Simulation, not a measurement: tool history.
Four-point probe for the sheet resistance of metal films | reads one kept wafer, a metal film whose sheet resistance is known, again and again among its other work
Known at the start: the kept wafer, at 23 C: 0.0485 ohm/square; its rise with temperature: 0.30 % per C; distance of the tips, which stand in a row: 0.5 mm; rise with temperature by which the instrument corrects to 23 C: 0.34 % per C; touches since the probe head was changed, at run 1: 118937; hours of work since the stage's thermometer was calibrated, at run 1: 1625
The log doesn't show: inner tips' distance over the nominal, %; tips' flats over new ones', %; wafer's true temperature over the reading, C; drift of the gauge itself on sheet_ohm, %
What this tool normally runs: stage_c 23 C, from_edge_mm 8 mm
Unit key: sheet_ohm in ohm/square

| run | hour | stage_c | from_edge_mm | touches since the probe head was changed | hours of work since the stage's thermometer was calibrated | sheet_ohm |
|---|---|---|---|---|---|---|
| 1 | 0 | 23 | 8 | 118937 | 1625 | 0.048727 |
| 2 | 56.5 | 23 | 8 | 121558 | 1654 | 0.048708 |
| 3 | 105.8 | 22 | 8 | 123842 | 1680 | 0.048749 |
| 4 | 182 | 22 | 8 | 127379 | 1720 | 0.04876 |
| 5 | 249.9 | 23 | 8 | 130528 | 1756 | 0.048741 |
| 6 | 282.3 | 20 | 8 | 132032 | 1773 | 0.048796 |
| 7 | 345.4 | 20 | 33 | 134958 | 1806 | 0.048723 |
| 8 | 391 | 20 | 33 | 137074 | 1830 | 0.048709 |
| 9 | 447 | 20 | 33 | 139668 | 1860 | 0.048703 |
| 10 | 514.2 | 23 | 8 | 142784 | 1895 | 0.048751 |
| 11 | 584.6 | 23 | 8 | 146050 | 1932 | 0.048756 |
| 12 | 636.6 | 23 | 31 | 148464 | 1959 | 0.048643 |
| 13 | 714.6 | 23 | 31 | 152082 | 2000 | 0.04867 |
| 14 | 773.5 | 23 | 31 | 154815 | 2031 | 0.048658 |
| 15 | 848.4 | 23 | 31 | 158286 | 2071 | 0.048679 |
| 16 | 885.5 | 23 | 31 | 160009 | 2090 | 0.048669 |
| 17 | 935.5 | 23 | 31 | 162325 | 2117 | 0.048679 |
| 18 | 1008.1 | 23 | 31 | 165692 | 2155 | 0.048667 |
| 19 | 1081.5 | 35 | 5 | 169096 | 2193 | 0.0487 |
| 20 | 1159.4 | 35 | 7 | 172710 | 2234 | 0.048553 |
| 21 | 1234.1 | 20 | 6 | 176174 | 2274 | 0.048933 |
| 22 | 1292.9 | 34 | 13 | 178901 | 2304 | 0.048496 |
| 23 | 1344.8 | 34 | 13 | 181311 | 2332 | 0.048503 |
| 24 | 1418 | 19 | 18 | 184704 | 2370 | 0.048811 |
| 25 | 1471.4 | 28 | 60 | 187180 | 2398 | 0.048581 |
| 26 | 1525.3 | 28 | 60 | 189680 | 2427 | 0.048617 |
|  | 1539.2 | stage's thermometer calibrated |
| 27 | 1588.3 | 19 | 12 | 192581 | 26 | 0.048937 |
| 28 | 1636.6 | 33 | 46 | 194822 | 51 | 0.04861 |
| 29 | 1676.5 | 25 | 10 | 196673 | 72 | 0.048834 |
| 30 | 1723.1 | 20 | 51 | 198831 | 97 | 0.048878 |
| 31 | 1781.3 | 20 | 51 | 201530 | 127 | 0.048883 |
| 32 | 1846.6 | 22 | 7 | 204560 | 162 | 0.048968 |
| 33 | 1919.4 | 26 | 10 | 207937 | 200 | 0.04881 |
| 34 | 1973.5 | 20 | 14 | 210447 | 228 | 0.04892 |
| 35 | 2030.4 | 20 | 14 | 213084 | 258 | 0.048905 |
| 36 | 2069.4 | 28 | 5 | 214896 | 279 | 0.048982 |

Here are 5 independent what-if runs from the current tool condition. What would each one return?
| A | 2126.2 | 31 | 8 | 217527 | 309 | ? |
| B | 2126.2 | 32 | 8 | 217527 | 309 | ? |
| C | 2126.2 | 31 | 36 | 217527 | 309 | ? |
| D | 2126.2 | 20 | 5 | 217527 | 309 | ? |
| E | 2126.2 | 28 | 19 | 217527 | 309 | ? |

| run | sheet_ohm |
|---|---|
| A | 0.048759 |
| B | 0.048751 |
| C | 0.048654 |
| D | 0.049143 |
| E | 0.04874 |
With the hidden condition removed and each run's random variation left untouched, the same runs would have given:
| run | sheet_ohm |
|---|---|
| A | 0.04843 |
| B | 0.048422 |
| C | 0.048325 |
| D | 0.048812 |
| E | 0.048411 |
